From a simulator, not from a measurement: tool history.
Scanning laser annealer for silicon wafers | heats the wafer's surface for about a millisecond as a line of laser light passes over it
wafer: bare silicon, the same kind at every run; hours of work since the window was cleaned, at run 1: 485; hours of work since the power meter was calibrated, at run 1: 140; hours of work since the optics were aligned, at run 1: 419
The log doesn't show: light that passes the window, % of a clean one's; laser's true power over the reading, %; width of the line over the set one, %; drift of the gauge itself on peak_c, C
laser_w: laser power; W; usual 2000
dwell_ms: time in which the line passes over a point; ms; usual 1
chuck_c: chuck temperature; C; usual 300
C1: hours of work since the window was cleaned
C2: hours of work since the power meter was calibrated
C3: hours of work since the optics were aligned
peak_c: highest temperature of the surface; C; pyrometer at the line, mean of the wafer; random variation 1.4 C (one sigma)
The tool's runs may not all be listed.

Run 1, day 0: usual settings; C1 485; C2 140; C3 419. Result: peak_c 1037 C.
Run 2, day 0.808: usual settings; C1 494; C2 149; C3 428. Result: peak_c 1037 C.
Run 3, day 1.275: usual settings but laser_w 1898 W; C1 499; C2 154; C3 433. Result: peak_c 997 C.
Run 4, day 1.796: usual settings but laser_w 1898 W; C1 505; C2 160; C3 439. Result: peak_c 998 C.
Run 5, day 2.358: usual settings but laser_w 1769 W; C1 511; C2 166; C3 445. Result: peak_c 950 C.
Run 6, day 3.017: usual settings but laser_w 1769 W; C1 519; C2 173; C3 452. Result: peak_c 949 C.
Run 7, day 3.712: usual settings; C1 526; C2 181; C3 460. Result: peak_c 1033 C.
Run 8, day 4.138: usual settings but laser_w 1935 W; C1 531; C2 186; C3 465. Result: peak_c 1010 C.
Run 9, day 5.008: usual settings but laser_w 1935 W; C1 541; C2 195; C3 474. Result: peak_c 1008 C.
Run 10, day 5.512: usual settings but laser_w 1935 W; C1 546; C2 201; C3 480. Result: peak_c 1009 C.
Run 11, day 6.421: usual settings but laser_w 1935 W; C1 556; C2 211; C3 490. Result: peak_c 1008 C.
Run 12, day 6.825: usual settings but laser_w 1935 W; C1 561; C2 215; C3 494. Result: peak_c 1009 C.
Run 13, day 7.779: usual settings but laser_w 1935 W; C1 571; C2 226; C3 505. Result: peak_c 1006 C.
Run 14, day 8.175: usual settings but laser_w 1935 W; C1 576; C2 230; C3 509. Result: peak_c 1005 C.
Run 15, day 8.779: usual settings but laser_w 1987 W; C1 582; C2 237; C3 516. Result: peak_c 1028 C.
Run 16, day 9.642: usual settings but laser_w 1987 W; C1 592; C2 246; C3 525. Result: peak_c 1027 C.
Run 17, day 10.475: usual settings but laser_w 2188 W, dwell_ms 0.84 ms, chuck_c 303 C; C1 601; C2 256; C3 534. Result: peak_c 1034 C.
Run 18, day 11.35: usual settings but laser_w 2188 W, dwell_ms 0.84 ms, chuck_c 338 C; C1 611; C2 265; C3 544. Result: peak_c 1067 C.
Run 19, day 12.008: usual settings but laser_w 1829 W, chuck_c 309 C; C1 618; C2 272; C3 551. Result: peak_c 977 C.
At day 12.292: optics aligned, line set to its width.
Run 20, day 12.675: usual settings but laser_w 1829 W, chuck_c 309 C; C1 623; C2 277; C3 4. Result: peak_c 974 C.
Run 21, day 13.404: usual settings but dwell_ms 0.94 ms; C1 631; C2 286; C3 12. Result: peak_c 1007 C.
At day 13.975: optics aligned, line set to its width, once more.
Run 22, day 14.225: usual settings but dwell_ms 0.94 ms; C1 638; C2 292; C3 3. Result: peak_c 1014 C.
Run 23, day 14.725: usual settings but laser_w 2065 W, dwell_ms 0.75 ms, chuck_c 262 C; C1 643; C2 298; C3 8. Result: peak_c 916 C.
Run 24, day 15.154: usual settings but laser_w 2065 W, dwell_ms 0.75 ms, chuck_c 262 C; C1 648; C2 303; C3 13. Result: peak_c 916 C.
Run 25, day 15.854: usual settings but laser_w 1780 W, chuck_c 299 C; C1 656; C2 310; C3 21. Result: peak_c 951 C.
Run 26, day 16.3: usual settings but laser_w 1867 W, dwell_ms 1.16 ms, chuck_c 299 C; C1 661; C2 315; C3 26. Result: peak_c 1044 C.
Run 27, day 17.075: usual settings but laser_w 1867 W, dwell_ms 1.16 ms, chuck_c 299 C; C1 669; C2 324; C3 34. Result: peak_c 1045 C.
Run 28, day 17.838: usual settings but laser_w 1725 W, dwell_ms 0.97 ms, chuck_c 306 C; C1 678; C2 332; C3 43. Result: peak_c 930 C.
Run 29, day 18.458: usual settings but laser_w 1725 W, dwell_ms 0.97 ms, chuck_c 306 C; C1 684; C2 339; C3 49. Result: peak_c 929 C.
Run 30, day 18.929: usual settings but laser_w 1889 W, dwell_ms 1.2 ms, chuck_c 276 C; C1 690; C2 344; C3 55. Result: peak_c 1042 C.
Run 31, day 19.462: usual settings but laser_w 1889 W, dwell_ms 1.2 ms, chuck_c 276 C; C1 695; C2 350; C3 61. Result: peak_c 1043 C.

3 ways to go on from here, each from the tool as it stands after run 31. What would each give?
Run A, day 19.879: usual settings but laser_w 1965 W, dwell_ms 1.2 ms, chuck_c 261 C; C1 700; C2 355; C3 65. Result: peak_c ?.
Run B, day 19.879: usual settings but laser_w 1714 W, dwell_ms 0.88 ms, chuck_c 276 C; C1 700; C2 355; C3 65. Result: peak_c ?.
Run C, day 19.879: usual settings but laser_w 1889 W, dwell_ms 0.81 ms, chuck_c 276 C; C1 700; C2 355; C3 65. Result: peak_c ?.

run  peak_c
  A    1055
  B     864
  C     896
Without the tool's hidden state the same runs would have given:
run  peak_c
  A    1081
  B     883
  C     916
